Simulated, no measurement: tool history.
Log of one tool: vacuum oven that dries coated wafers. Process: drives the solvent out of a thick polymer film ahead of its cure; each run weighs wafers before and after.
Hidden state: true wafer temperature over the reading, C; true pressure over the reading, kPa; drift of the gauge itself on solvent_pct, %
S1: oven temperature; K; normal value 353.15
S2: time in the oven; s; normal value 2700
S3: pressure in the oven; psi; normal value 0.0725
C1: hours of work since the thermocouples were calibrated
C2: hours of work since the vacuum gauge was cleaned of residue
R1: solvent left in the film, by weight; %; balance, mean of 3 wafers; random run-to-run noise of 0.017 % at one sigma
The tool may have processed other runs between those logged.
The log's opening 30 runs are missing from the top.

run 31 hour=2009.7 | S1=344.15 S2=4380 S3=0.0796 | C1=111 C2=3169 | R1=2.51
run 32 hour=2092.5 | S1=363.15 S2=1440 S3=0.0796 | C1=162 C2=3219 | R1=3.85
-- hour=2115.1 vacuum gauge cleaned of residue and calibrated
run 33 hour=2161.5 | S1=344.15 S2=2700 S3=0.221 | C1=202 C2=28 | R1=5.44
run 34 hour=2242.2 | S1=352.15 S2=3120 S3=0.1572 | C1=251 C2=77 | R1=2.34
run 35 hour=2301.8 | S1=365.15 S2=2640 S3=0.0511 | C1=287 C2=113 | R1=0.81
run 36 hour=2372.7 | S1=353.15 S2=2700 S3=0.0725 | C1=330 C2=156 | R1=2.58
run 37 hour=2412.8 | S1=364.15 S2=3840 S3=0.0379 | C1=354 C2=180 | R1=0.23
run 38 hour=2492.7 | S1=364.15 S2=3840 S3=0.0379 | C1=403 C2=228 | R1=0.27

Estimate the outcome of run 39 from the log above:
run 39 hour=2528.9 | S1=339.15 S2=4560 S3=0.1059 | C1=424 C2=250 | R1=?

R1: 3.37 %
Take away the tool's hidden state, keep the run-to-run variation as it was, and the same run would have given R1 3.3 %.
